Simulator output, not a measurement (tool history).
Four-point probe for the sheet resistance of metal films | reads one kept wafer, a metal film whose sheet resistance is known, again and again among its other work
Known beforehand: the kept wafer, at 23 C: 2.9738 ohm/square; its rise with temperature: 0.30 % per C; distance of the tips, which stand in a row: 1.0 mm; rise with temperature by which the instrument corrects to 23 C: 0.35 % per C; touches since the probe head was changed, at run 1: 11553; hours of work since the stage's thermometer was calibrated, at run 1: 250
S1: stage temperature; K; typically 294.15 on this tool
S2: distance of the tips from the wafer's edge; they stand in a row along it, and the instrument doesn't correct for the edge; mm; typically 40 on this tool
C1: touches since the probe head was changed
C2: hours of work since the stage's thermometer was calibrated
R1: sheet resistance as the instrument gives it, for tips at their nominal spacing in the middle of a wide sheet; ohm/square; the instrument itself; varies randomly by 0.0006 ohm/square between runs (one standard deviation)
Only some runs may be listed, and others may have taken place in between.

run 1 hour=0 | S1=294.15 S2=40 | C1=11553 C2=250 | R1=2.971355
run 2 hour=15.1 | S1=294.15 S2=40 | C1=11928 C2=259 | R1=2.970613
run 3 hour=22.5 | S1=294.15 S2=40 | C1=12113 C2=264 | R1=2.969346
run 4 hour=37.6 | S1=297.15 S2=40 | C1=12488 C2=272 | R1=2.966835
run 5 hour=50.1 | S1=294.15 S2=40 | C1=12799 C2=280 | R1=2.96975
run 6 hour=59.7 | S1=294.15 S2=20 | C1=13039 C2=286 | R1=2.973053
run 7 hour=70.2 | S1=294.15 S2=20 | C1=13299 C2=292 | R1=2.972706
run 8 hour=82.2 | S1=294.15 S2=20 | C1=13597 C2=299 | R1=2.972847
run 9 hour=89 | S1=294.15 S2=20 | C1=13768 C2=303 | R1=2.973128
run 10 hour=101.1 | S1=294.15 S2=40 | C1=14068 C2=310 | R1=2.969683
run 11 hour=115.5 | S1=294.15 S2=40 | C1=14426 C2=319 | R1=2.969935
run 12 hour=127.6 | S1=294.15 S2=40 | C1=14728 C2=326 | R1=2.970321
run 13 hour=136.6 | S1=294.15 S2=40 | C1=14952 C2=331 | R1=2.970204
run 14 hour=146 | S1=301.15 S2=6 | C1=15186 C2=337 | R1=3.00294
run 15 hour=161.7 | S1=301.15 S2=6 | C1=15577 C2=346 | R1=3.003014
run 16 hour=172 | S1=298.15 S2=19 | C1=15832 C2=352 | R1=2.96784
run 17 hour=186.4 | S1=306.15 S2=19 | C1=16192 C2=361 | R1=2.958914
run 18 hour=196.1 | S1=306.15 S2=19 | C1=16431 C2=366 | R1=2.958741
run 19 hour=209.9 | S1=306.15 S2=19 | C1=16776 C2=374 | R1=2.957495
run 20 hour=220.3 | S1=305.15 S2=55 | C1=17035 C2=381 | R1=2.95478
run 21 hour=235.2 | S1=307.15 S2=12 | C1=17406 C2=389 | R1=2.962841
run 22 hour=247.2 | S1=307.15 S2=7 | C1=17703 C2=397 | R1=2.984145
run 23 hour=253.7 | S1=293.15 S2=6 | C1=17866 C2=400 | R1=3.012548
run 24 hour=264.2 | S1=307.15 S2=24 | C1=18127 C2=407 | R1=2.954357
run 25 hour=273.6 | S1=299.15 S2=3 | C1=18361 C2=412 | R1=3.128736
run 26 hour=282.4 | S1=294.15 S2=68 | C1=18579 C2=417 | R1=2.968792

Results per run with the tool's hidden condition removed, run-to-run variation unchanged:
Hidden conditions of the tool in this case: inner tips' distance over the nominal, %; tips' flats over new ones', %; wafer's true temperature over the reading, C; drift of the gauge itself on sheet_ohm, %.
run=1 R1=2.978098
run=2 R1=2.977443
run=3 R1=2.976222
run=4 R1=2.973803
run=5 R1=2.976795
run=6 R1=2.980162
run=7 R1=2.979876
run=8 R1=2.980085
run=9 R1=2.980405
run=10 R1=2.977034
run=11 R1=2.977379
run=12 R1=2.97784
run=13 R1=2.977779
run=14 R1=3.010658
run=15 R1=3.010842
run=16 R1=2.97564
run=17 R1=2.966807
run=18 R1=2.966695
run=19 R1=2.965527
run=20 R1=2.962874
run=21 R1=2.971051
run=22 R1=2.992472
run=23 R1=3.02094
run=24 R1=2.962709
run=25 R1=3.13757
run=26 R1=2.977253
